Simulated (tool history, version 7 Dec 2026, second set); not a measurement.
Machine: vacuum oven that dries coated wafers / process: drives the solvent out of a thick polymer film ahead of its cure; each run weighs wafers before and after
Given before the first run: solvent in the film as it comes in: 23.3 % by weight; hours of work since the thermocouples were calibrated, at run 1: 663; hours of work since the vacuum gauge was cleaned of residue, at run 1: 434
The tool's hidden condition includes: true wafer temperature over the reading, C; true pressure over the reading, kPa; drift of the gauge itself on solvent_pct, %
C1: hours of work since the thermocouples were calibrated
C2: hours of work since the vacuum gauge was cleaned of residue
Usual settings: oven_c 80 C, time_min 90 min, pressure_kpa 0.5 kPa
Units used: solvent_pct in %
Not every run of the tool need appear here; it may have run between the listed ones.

run 1 hour=0 | oven_c=80 time_min=90 pressure_kpa=0.5 | C1=663 C2=434 | solvent_pct=2.48
run 2 hour=12 | oven_c=80 time_min=90 pressure_kpa=0.5 | C1=672 C2=443 | solvent_pct=2.45
run 3 hour=19.8 | oven_c=80 time_min=90 pressure_kpa=0.5 | C1=678 C2=449 | solvent_pct=2.37
run 4 hour=36.6 | oven_c=80 time_min=90 pressure_kpa=0.5 | C1=691 C2=462 | solvent_pct=2.45
run 5 hour=52 | oven_c=80 time_min=90 pressure_kpa=0.97 | C1=702 C2=474 | solvent_pct=2.77
run 6 hour=60.2 | oven_c=80 time_min=90 pressure_kpa=0.5 | C1=708 C2=480 | solvent_pct=2.36
run 7 hour=72.1 | oven_c=80 time_min=90 pressure_kpa=0.5 | C1=717 C2=489 | solvent_pct=2.43
run 8 hour=85.4 | oven_c=80 time_min=90 pressure_kpa=0.5 | C1=727 C2=499 | solvent_pct=2.4
run 9 hour=95.9 | oven_c=80 time_min=90 pressure_kpa=0.5 | C1=735 C2=506 | solvent_pct=2.4
run 10 hour=104.9 | oven_c=80 time_min=90 pressure_kpa=0.5 | C1=742 C2=513 | solvent_pct=2.38
run 11 hour=112.9 | oven_c=80 time_min=90 pressure_kpa=1.595 | C1=748 C2=519 | solvent_pct=3.18
run 12 hour=124.8 | oven_c=80 time_min=90 pressure_kpa=1.595 | C1=757 C2=528 | solvent_pct=3.24
run 13 hour=138.7 | oven_c=80 time_min=90 pressure_kpa=1.595 | C1=767 C2=539 | solvent_pct=3.22
run 14 hour=149.2 | oven_c=80 time_min=90 pressure_kpa=1.684 | C1=775 C2=547 | solvent_pct=3.25
run 15 hour=162.2 | oven_c=80 time_min=90 pressure_kpa=1.684 | C1=785 C2=556 | solvent_pct=3.25
run 16 hour=176 | oven_c=80 time_min=90 pressure_kpa=1.684 | C1=795 C2=567 | solvent_pct=3.22
run 17 hour=192.1 | oven_c=80 time_min=90 pressure_kpa=1.684 | C1=808 C2=579 | solvent_pct=3.24
run 18 hour=205.5 | oven_c=80 time_min=90 pressure_kpa=1.684 | C1=818 C2=589 | solvent_pct=3.29
run 19 hour=220.7 | oven_c=80 time_min=90 pressure_kpa=1.684 | C1=829 C2=600 | solvent_pct=3.24
run 20 hour=234.3 | oven_c=80 time_min=125 pressure_kpa=1.684 | C1=839 C2=610 | solvent_pct=2.14
run 21 hour=242.2 | oven_c=80 time_min=125 pressure_kpa=1.684 | C1=845 C2=616 | solvent_pct=2.16
run 22 hour=251.6 | oven_c=80 time_min=125 pressure_kpa=1.684 | C1=852 C2=624 | solvent_pct=2.13
run 23 hour=259.8 | oven_c=80 time_min=125 pressure_kpa=1.684 | C1=858 C2=630 | solvent_pct=2.16
run 24 hour=271.6 | oven_c=80 time_min=125 pressure_kpa=1.684 | C1=867 C2=639 | solvent_pct=2.15
run 25 hour=279.7 | oven_c=70 time_min=52 pressure_kpa=1.634 | C1=873 C2=645 | solvent_pct=9.4
run 26 hour=290.3 | oven_c=70 time_min=82 pressure_kpa=0.507 | C1=881 C2=653 | solvent_pct=5.54
run 27 hour=298.9 | oven_c=66 time_min=67 pressure_kpa=1.111 | C1=888 C2=659 | solvent_pct=8.71
run 28 hour=314.3 | oven_c=66 time_min=67 pressure_kpa=1.111 | C1=899 C2=671 | solvent_pct=8.56
run 29 hour=330.4 | oven_c=66 time_min=47 pressure_kpa=1.117 | C1=912 C2=683 | solvent_pct=10.84
run 30 hour=339.9 | oven_c=88 time_min=90 pressure_kpa=0.5 | C1=919 C2=690 | solvent_pct=1.19
run 31 hour=347.9 | oven_c=72 time_min=150 pressure_kpa=0.727 | C1=925 C2=696 | solvent_pct=2.15
run 32 hour=356.6 | oven_c=72 time_min=150 pressure_kpa=0.727 | C1=931 C2=702 | solvent_pct=2.09
run 33 hour=367.8 | oven_c=72 time_min=69 pressure_kpa=0.48 | C1=940 C2=711 | solvent_pct=5.97
run 34 hour=376.6 | oven_c=75 time_min=147 pressure_kpa=1.034 | C1=946 C2=718 | solvent_pct=1.96
run 35 hour=385.5 | oven_c=66 time_min=75 pressure_kpa=0.257 | C1=953 C2=724 | solvent_pct=7.03
run 36 hour=399.4 | oven_c=66 time_min=75 pressure_kpa=0.257 | C1=963 C2=735 | solvent_pct=7.03
run 37 hour=415.4 | oven_c=80 time_min=90 pressure_kpa=1.478 | C1=975 C2=747 | solvent_pct=3.1
run 38 hour=426.6 | oven_c=80 time_min=69 pressure_kpa=0.5 | C1=984 C2=755 | solvent_pct=3.71
run 39 hour=435 | oven_c=80 time_min=69 pressure_kpa=0.5 | C1=990 C2=761 | solvent_pct=3.77

Run 40, settings as shown, results not yet in. Your forecast:
run 40 hour=445.5 | oven_c=80 time_min=136 pressure_kpa=0.5 | C1=998 C2=769 | solvent_pct=?

{"run 40": {"solvent_pct": 1.05}}
The same run, on a tool lacking any hidden state, would have yielded solvent_pct 1.05 %.

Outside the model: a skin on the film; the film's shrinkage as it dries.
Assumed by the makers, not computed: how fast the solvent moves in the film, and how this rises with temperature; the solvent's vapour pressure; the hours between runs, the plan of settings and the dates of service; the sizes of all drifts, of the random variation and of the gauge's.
